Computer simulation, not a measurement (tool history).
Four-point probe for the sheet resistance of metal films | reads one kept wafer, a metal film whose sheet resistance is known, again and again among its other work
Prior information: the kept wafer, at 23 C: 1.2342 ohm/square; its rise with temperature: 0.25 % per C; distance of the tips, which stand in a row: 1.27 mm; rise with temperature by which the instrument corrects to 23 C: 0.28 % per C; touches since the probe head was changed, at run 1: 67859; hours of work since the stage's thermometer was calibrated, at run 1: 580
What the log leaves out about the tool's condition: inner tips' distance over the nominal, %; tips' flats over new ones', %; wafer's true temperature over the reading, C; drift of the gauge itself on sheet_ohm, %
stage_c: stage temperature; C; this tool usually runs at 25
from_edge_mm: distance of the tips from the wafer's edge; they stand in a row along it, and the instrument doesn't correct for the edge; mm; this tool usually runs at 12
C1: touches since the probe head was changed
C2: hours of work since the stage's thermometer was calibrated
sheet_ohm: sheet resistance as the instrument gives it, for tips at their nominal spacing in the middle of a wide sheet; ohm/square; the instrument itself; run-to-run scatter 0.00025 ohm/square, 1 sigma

{"run": 1, "hour": 0.0, "stage_c": 25, "from_edge_mm": 12, "C1": 67859, "C2": 580, "sheet_ohm": 1.245876}
{"run": 2, "hour": 31.9, "stage_c": 25, "from_edge_mm": 12, "C1": 69071, "C2": 594, "sheet_ohm": 1.246367}
{"run": 3, "hour": 47.7, "stage_c": 25, "from_edge_mm": 12, "C1": 69671, "C2": 601, "sheet_ohm": 1.246638}
{"run": 4, "hour": 81.6, "stage_c": 25, "from_edge_mm": 12, "C1": 70959, "C2": 616, "sheet_ohm": 1.246809}
{"run": 5, "hour": 116.1, "stage_c": 24, "from_edge_mm": 12, "C1": 72268, "C2": 631, "sheet_ohm": 1.247444}
{"run": 6, "hour": 152.0, "stage_c": 20, "from_edge_mm": 12, "C1": 73635, "C2": 647, "sheet_ohm": 1.248409}
{"run": 7, "hour": 188.2, "stage_c": 20, "from_edge_mm": 12, "C1": 75008, "C2": 663, "sheet_ohm": 1.248127}
{"run": 8, "hour": 215.0, "stage_c": 25, "from_edge_mm": 12, "C1": 76024, "C2": 675, "sheet_ohm": 1.247239}
{"run": 9, "hour": 249.0, "stage_c": 25, "from_edge_mm": 12, "C1": 77318, "C2": 690, "sheet_ohm": 1.246805}
{"run": 10, "hour": 268.8, "stage_c": 25, "from_edge_mm": 12, "C1": 78070, "C2": 699, "sheet_ohm": 1.247356}
{"run": 11, "hour": 303.4, "stage_c": 25, "from_edge_mm": 12, "C1": 79383, "C2": 714, "sheet_ohm": 1.246481}
{"run": 12, "hour": 329.8, "stage_c": 25, "from_edge_mm": 12, "C1": 80388, "C2": 726, "sheet_ohm": 1.246895}
{"run": 13, "hour": 358.0, "stage_c": 25, "from_edge_mm": 12, "C1": 81457, "C2": 738, "sheet_ohm": 1.247215}
{"run": 14, "hour": 381.8, "stage_c": 25, "from_edge_mm": 12, "C1": 82363, "C2": 749, "sheet_ohm": 1.247414}
{"run": 15, "hour": 403.5, "stage_c": 25, "from_edge_mm": 12, "C1": 83188, "C2": 758, "sheet_ohm": 1.247361}
{"run": 16, "hour": 439.9, "stage_c": 25, "from_edge_mm": 12, "C1": 84569, "C2": 775, "sheet_ohm": 1.246888}
{"run": 17, "hour": 459.8, "stage_c": 25, "from_edge_mm": 12, "C1": 85325, "C2": 783, "sheet_ohm": 1.247118}
{"run": 18, "hour": 478.5, "stage_c": 25, "from_edge_mm": 12, "C1": 86034, "C2": 792, "sheet_ohm": 1.24723}
{"run": 19, "hour": 504.3, "stage_c": 25, "from_edge_mm": 12, "C1": 87015, "C2": 803, "sheet_ohm": 1.247253}
{"run": 20, "hour": 536.5, "stage_c": 20, "from_edge_mm": 12, "C1": 88240, "C2": 817, "sheet_ohm": 1.249117}
{"run": 21, "hour": 558.7, "stage_c": 25, "from_edge_mm": 12, "C1": 89084, "C2": 827, "sheet_ohm": 1.247468}
{"run": 22, "hour": 581.8, "stage_c": 25, "from_edge_mm": 12, "C1": 89962, "C2": 837, "sheet_ohm": 1.248322}
{"run": 23, "hour": 620.5, "stage_c": 25, "from_edge_mm": 12, "C1": 91429, "C2": 854, "sheet_ohm": 1.247314}
{"run": 24, "hour": 657.6, "stage_c": 24, "from_edge_mm": 6, "C1": 92839, "C2": 871, "sheet_ohm": 1.269592}
{"run": 25, "hour": 677.5, "stage_c": 24, "from_edge_mm": 6, "C1": 93596, "C2": 880, "sheet_ohm": 1.269528}
{"run": 26, "hour": 711.7, "stage_c": 30, "from_edge_mm": 13, "C1": 94893, "C2": 895, "sheet_ohm": 1.245309}
{"run": 27, "hour": 731.9, "stage_c": 21, "from_edge_mm": 13, "C1": 95660, "C2": 904, "sheet_ohm": 1.24754}
{"run": 28, "hour": 754.9, "stage_c": 18, "from_edge_mm": 6, "C1": 96534, "C2": 914, "sheet_ohm": 1.271567}
{"run": 29, "hour": 789.5, "stage_c": 24, "from_edge_mm": 17, "C1": 97850, "C2": 929, "sheet_ohm": 1.244448}
{"run": 30, "hour": 815.1, "stage_c": 25, "from_edge_mm": 37, "C1": 98821, "C2": 941, "sheet_ohm": 1.241172}
{"run": 31, "hour": 837.1, "stage_c": 23, "from_edge_mm": 15, "C1": 99659, "C2": 950, "sheet_ohm": 1.245466}
{"run": 32, "hour": 859.8, "stage_c": 24, "from_edge_mm": 8, "C1": 100520, "C2": 960, "sheet_ohm": 1.257262}
{"run": 33, "hour": 880.8, "stage_c": 18, "from_edge_mm": 7, "C1": 101320, "C2": 970, "sheet_ohm": 1.263949}
{"run": 34, "hour": 915.4, "stage_c": 25, "from_edge_mm": 17, "C1": 102633, "C2": 985, "sheet_ohm": 1.244435}
{"run": 35, "hour": 943.9, "stage_c": 25, "from_edge_mm": 17, "C1": 103714, "C2": 998, "sheet_ohm": 1.244258}
{"run": 36, "hour": 965.7, "stage_c": 25, "from_edge_mm": 17, "C1": 104545, "C2": 1007, "sheet_ohm": 1.244217}
{"run": 37, "hour": 995.2, "stage_c": 31, "from_edge_mm": 17, "C1": 105665, "C2": 1020, "sheet_ohm": 1.242908}
{"run": 38, "hour": 1032.1, "stage_c": 23, "from_edge_mm": 11, "C1": 107066, "C2": 1037, "sheet_ohm": 1.25023}
{"run": 39, "hour": 1055.9, "stage_c": 23, "from_edge_mm": 14, "C1": 107972, "C2": 1047, "sheet_ohm": 1.247215}
{"run": 40, "hour": 1084.1, "stage_c": 23, "from_edge_mm": 14, "C1": 109042, "C2": 1060, "sheet_ohm": 1.246693}
{"run": 41, "hour": 1113.9, "stage_c": 23, "from_edge_mm": 14, "C1": 110174, "C2": 1073, "sheet_ohm": 1.246734}
{"run": 42, "hour": 1147.6, "stage_c": 23, "from_edge_mm": 14, "C1": 111454, "C2": 1088, "sheet_ohm": 1.247291}
{"run": 43, "hour": 1186.1, "stage_c": 21, "from_edge_mm": 11, "C1": 112917, "C2": 1105, "sheet_ohm": 1.250947}
{"run": 44, "hour": 1208.0, "stage_c": 21, "from_edge_mm": 14, "C1": 113749, "C2": 1114, "sheet_ohm": 1.24774}
{"run": 45, "hour": 1230.8, "stage_c": 31, "from_edge_mm": 4, "C1": 114613, "C2": 1124, "sheet_ohm": 1.302786}

Hidden state or all else? Some run-to-run changes of sheet_ohm, split into what the settings, what came in and random variation would give without the hidden state, and what is left for the hidden state (with any gauge scatter that isn't in both results):
Run 23 -> 24: stage_c 25 -> 24, from_edge_mm 12 -> 6. sheet_ohm +0.022278 ohm/square: hidden state +0.000172, all else +0.022106.
Run 25 -> 26: stage_c 24 -> 30, from_edge_mm 6 -> 13. sheet_ohm -0.024219 ohm/square: hidden state -0.000074, all else -0.024145.
Run 27 -> 28: stage_c 21 -> 18, from_edge_mm 13 -> 6. sheet_ohm +0.024027 ohm/square: hidden state +0.000162, all else +0.023865.
Run 28 -> 29: stage_c 18 -> 24, from_edge_mm 6 -> 17. sheet_ohm -0.027119 ohm/square: hidden state -0.000083, all else -0.027036.
Run 44 -> 45: stage_c 21 -> 31, from_edge_mm 14 -> 4. sheet_ohm +0.055046 ohm/square: hidden state +0.000321, all else +0.054725.
